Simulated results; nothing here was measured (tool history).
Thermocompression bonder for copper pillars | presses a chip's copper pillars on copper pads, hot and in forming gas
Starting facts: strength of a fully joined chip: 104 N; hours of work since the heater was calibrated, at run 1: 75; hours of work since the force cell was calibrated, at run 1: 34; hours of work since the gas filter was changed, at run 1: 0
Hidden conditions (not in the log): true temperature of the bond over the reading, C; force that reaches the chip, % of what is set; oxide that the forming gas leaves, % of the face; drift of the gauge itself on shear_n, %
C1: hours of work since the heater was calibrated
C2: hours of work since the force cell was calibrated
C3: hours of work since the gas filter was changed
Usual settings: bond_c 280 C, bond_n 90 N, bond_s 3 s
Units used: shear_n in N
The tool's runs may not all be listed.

Run 1, day 0: usual settings; C1 75; C2 34; C3 0. Result: shear_n 52.4 N.
Run 2, day 1.004: usual settings; C1 92; C2 51; C3 17. Result: shear_n 50.8 N.
Run 3, day 2.029: usual settings but bond_n 119 N; C1 109; C2 68; C3 34. Result: shear_n 57.1 N.
Run 4, day 3.5: usual settings but bond_n 119 N; C1 134; C2 92; C3 58. Result: shear_n 57.4 N.
Run 5, day 5.725: usual settings but bond_c 269 C; C1 171; C2 129; C3 95. Result: shear_n 42.7 N.
Run 6, day 7.742: usual settings but bond_c 269 C; C1 204; C2 163; C3 129. Result: shear_n 42.4 N.
Run 7, day 9.412: usual settings but bond_c 269 C; C1 232; C2 190; C3 156. Result: shear_n 42.6 N.
Run 8, day 11.171: usual settings; C1 261; C2 219; C3 186. Result: shear_n 46.1 N.
Run 9, day 12.458: usual settings; C1 282; C2 241; C3 207. Result: shear_n 45.1 N.
Run 10, day 13.721: usual settings; C1 303; C2 262; C3 228. Result: shear_n 45.2 N.
Run 11, day 14.717: usual settings; C1 320; C2 278; C3 245. Result: shear_n 45 N.
Run 12, day 15.742: usual settings but bond_n 123 N; C1 337; C2 295; C3 262. Result: shear_n 52.7 N.
Run 13, day 17.312: usual settings but bond_n 123 N; C1 363; C2 322; C3 288. Result: shear_n 53.5 N.
At day 18.217: forming gas filter changed.
Run 14, day 19.175: usual settings but bond_n 123 N; C1 394; C2 352; C3 16. Result: shear_n 56.3 N.
Run 15, day 21.008: usual settings but bond_c 293 C, bond_s 2 s; C1 424; C2 383; C3 46. Result: shear_n 48.7 N.
Run 16, day 22.738: usual settings but bond_c 305 C, bond_s 5 s; C1 453; C2 411; C3 75. Result: shear_n 69.1 N.
Run 17, day 24.342: usual settings but bond_c 305 C, bond_s 5 s; C1 480; C2 438; C3 102. Result: shear_n 70.5 N.
Run 18, day 25.367: usual settings but bond_c 263 C, bond_n 95 N; C1 497; C2 455; C3 119. Result: shear_n 39.1 N.
Run 19, day 26.646: usual settings but bond_n 83 N; C1 518; C2 476; C3 140. Result: shear_n 44.7 N.
Run 20, day 28.833: usual settings but bond_c 271 C, bond_s 5 s; C1 554; C2 513; C3 176. Result: shear_n 49.3 N.
Run 21, day 31.017: usual settings but bond_c 271 C, bond_s 5 s; C1 591; C2 549; C3 213. Result: shear_n 47.7 N.

Each row is a separate what-if for the run after 21, all from the same tool condition, not one after another. Results?
Run A, day 32.596: usual settings but bond_n 57 N; C1 617; C2 575; C3 239. Result: shear_n ?.
Run B, day 32.596: usual settings but bond_n 58 N; C1 617; C2 575; C3 239. Result: shear_n ?.
Run C, day 32.596: usual settings but bond_c 290 C, bond_s 5 s; C1 617; C2 575; C3 239. Result: shear_n ?.

run  shear_n
  A     34.3
  B     35.1
  C     56.8
Stripped of hidden state, with their random variation kept, the same runs would have yielded:
run  shear_n
  A     40.8
  B     41.5
  C     65.9
